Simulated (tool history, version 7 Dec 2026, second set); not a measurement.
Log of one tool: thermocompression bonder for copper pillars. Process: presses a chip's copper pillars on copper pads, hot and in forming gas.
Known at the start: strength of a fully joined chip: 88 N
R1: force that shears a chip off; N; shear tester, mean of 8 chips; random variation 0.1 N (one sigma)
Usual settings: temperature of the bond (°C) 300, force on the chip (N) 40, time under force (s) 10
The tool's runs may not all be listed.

run 1 hour=0 | temperature_of_the_bond_(°C)=300 force_on_the_chip_(N)=40 time_under_force_(s)=10 | R1=63.7
run 2 hour=25.7 | temperature_of_the_bond_(°C)=300 force_on_the_chip_(N)=40 time_under_force_(s)=10 | R1=63.3
run 3 hour=48.2 | temperature_of_the_bond_(°C)=300 force_on_the_chip_(N)=40 time_under_force_(s)=10 | R1=62.9
-- hour=56 forming gas filter changed
run 4 hour=78.9 | temperature_of_the_bond_(°C)=300 force_on_the_chip_(N)=40 time_under_force_(s)=10 | R1=65.1
run 5 hour=100.9 | temperature_of_the_bond_(°C)=300 force_on_the_chip_(N)=40 time_under_force_(s)=10 | R1=65
run 6 hour=137 | temperature_of_the_bond_(°C)=300 force_on_the_chip_(N)=40 time_under_force_(s)=10 | R1=64.2
run 7 hour=178.7 | temperature_of_the_bond_(°C)=300 force_on_the_chip_(N)=40 time_under_force_(s)=10 | R1=63.7
run 8 hour=215.7 | temperature_of_the_bond_(°C)=300 force_on_the_chip_(N)=40 time_under_force_(s)=10 | R1=63.3
-- hour=227.4 forming gas filter changed
run 9 hour=239.1 | temperature_of_the_bond_(°C)=300 force_on_the_chip_(N)=40 time_under_force_(s)=10 | R1=65.4
run 10 hour=275.4 | temperature_of_the_bond_(°C)=300 force_on_the_chip_(N)=40 time_under_force_(s)=10 | R1=65.1
run 11 hour=301.6 | temperature_of_the_bond_(°C)=300 force_on_the_chip_(N)=26 time_under_force_(s)=10 | R1=55.8
run 12 hour=328.6 | temperature_of_the_bond_(°C)=300 force_on_the_chip_(N)=26 time_under_force_(s)=10 | R1=55.7
run 13 hour=347.1 | temperature_of_the_bond_(°C)=300 force_on_the_chip_(N)=26 time_under_force_(s)=10 | R1=55.5
run 14 hour=377.1 | temperature_of_the_bond_(°C)=300 force_on_the_chip_(N)=26 time_under_force_(s)=10 | R1=55.3
-- hour=398.7 forming gas filter changed
run 15 hour=406.8 | temperature_of_the_bond_(°C)=300 force_on_the_chip_(N)=40 time_under_force_(s)=10 | R1=65.8
run 16 hour=431.7 | temperature_of_the_bond_(°C)=300 force_on_the_chip_(N)=40 time_under_force_(s)=10 | R1=65.4
run 17 hour=469.4 | temperature_of_the_bond_(°C)=300 force_on_the_chip_(N)=40 time_under_force_(s)=10 | R1=65
run 18 hour=503.7 | temperature_of_the_bond_(°C)=300 force_on_the_chip_(N)=40 time_under_force_(s)=10 | R1=64.7
run 19 hour=523.3 | temperature_of_the_bond_(°C)=300 force_on_the_chip_(N)=40 time_under_force_(s)=10 | R1=64.2
run 20 hour=558.4 | temperature_of_the_bond_(°C)=300 force_on_the_chip_(N)=40 time_under_force_(s)=10 | R1=64
-- hour=571.8 forming gas filter changed
run 21 hour=601.5 | temperature_of_the_bond_(°C)=304 force_on_the_chip_(N)=40 time_under_force_(s)=10 | R1=66.9
run 22 hour=628.3 | temperature_of_the_bond_(°C)=304 force_on_the_chip_(N)=40 time_under_force_(s)=10 | R1=66.9
run 23 hour=650.3 | temperature_of_the_bond_(°C)=298 force_on_the_chip_(N)=32 time_under_force_(s)=10 | R1=60
run 24 hour=676.4 | temperature_of_the_bond_(°C)=298 force_on_the_chip_(N)=51 time_under_force_(s)=18 | R1=76.1
run 25 hour=696.3 | temperature_of_the_bond_(°C)=300 force_on_the_chip_(N)=51 time_under_force_(s)=19 | R1=76.6
run 26 hour=734.1 | temperature_of_the_bond_(°C)=284 force_on_the_chip_(N)=40 time_under_force_(s)=10 | R1=58.3
-- hour=743.1 forming gas filter changed
run 27 hour=758.7 | temperature_of_the_bond_(°C)=307 force_on_the_chip_(N)=40 time_under_force_(s)=29 | R1=81.2
run 28 hour=786.3 | temperature_of_the_bond_(°C)=288 force_on_the_chip_(N)=40 time_under_force_(s)=29 | R1=76.5
run 29 hour=829.5 | temperature_of_the_bond_(°C)=279 force_on_the_chip_(N)=40 time_under_force_(s)=17 | R1=65.9
run 30 hour=858.3 | temperature_of_the_bond_(°C)=279 force_on_the_chip_(N)=40 time_under_force_(s)=17 | R1=65.4
run 31 hour=886.7 | temperature_of_the_bond_(°C)=279 force_on_the_chip_(N)=40 time_under_force_(s)=17 | R1=65.1
-- hour=914.2 forming gas filter changed
run 32 hour=917.3 | temperature_of_the_bond_(°C)=277 force_on_the_chip_(N)=53 time_under_force_(s)=5 | R1=52.6
run 33 hour=937.8 | temperature_of_the_bond_(°C)=300 force_on_the_chip_(N)=42 time_under_force_(s)=12 | R1=69.7
run 34 hour=959.7 | temperature_of_the_bond_(°C)=292 force_on_the_chip_(N)=25 time_under_force_(s)=10 | R1=53.3
run 35 hour=1000.7 | temperature_of_the_bond_(°C)=324 force_on_the_chip_(N)=41 time_under_force_(s)=6 | R1=65.9
run 36 hour=1024 | temperature_of_the_bond_(°C)=301 force_on_the_chip_(N)=37 time_under_force_(s)=23 | R1=75
run 37 hour=1055.3 | temperature_of_the_bond_(°C)=301 force_on_the_chip_(N)=26 time_under_force_(s)=12 | R1=59.2
-- hour=1085.7 forming gas filter changed
run 38 hour=1085.7 | temperature_of_the_bond_(°C)=300 force_on_the_chip_(N)=40 time_under_force_(s)=12 | R1=69.3
run 39 hour=1116.5 | temperature_of_the_bond_(°C)=303 force_on_the_chip_(N)=40 time_under_force_(s)=11 | R1=68.7

Measured less the same run without the tool's hidden state. The same run-to-run variation is in both; the gauge's scatter may not be:
The hidden state here: true temperature of the bond over the reading, C; force that reaches the chip, % of what is set; oxide that the forming gas leaves, % of the face; drift of the gauge itself on shear_n, %.
run=1 R1=-1.2
run=2 R1=-1.6
run=3 R1=-1.9
run=4 R1=+0.1
run=5 R1=-0.1
run=6 R1=-0.6
run=7 R1=-1
run=8 R1=-1.5
run=9 R1=+0.4
run=10 R1=+0.1
run=11 R1=-0.1
run=12 R1=-0.3
run=13 R1=-0.6
run=14 R1=-0.8
run=15 R1=+0.8
run=16 R1=+0.6
run=17 R1=+0.1
run=18 R1=-0.3
run=19 R1=-0.5
run=20 R1=-0.9
run=21 R1=+0.7
run=22 R1=+0.5
run=23 R1=+0.3
run=24 R1=-0.7
run=25 R1=-1.1
run=26 R1=-0.5
run=27 R1=+0.5
run=28 R1=+0.4
run=29 R1=+0.3
run=30 R1=+0
run=31 R1=-0.3
run=32 R1=+1.6
run=33 R1=+1.2
run=34 R1=+1.2
run=35 R1=+0.3
run=36 R1=-0.5
run=37 R1=+0
run=38 R1=+1.6
run=39 R1=+1.3
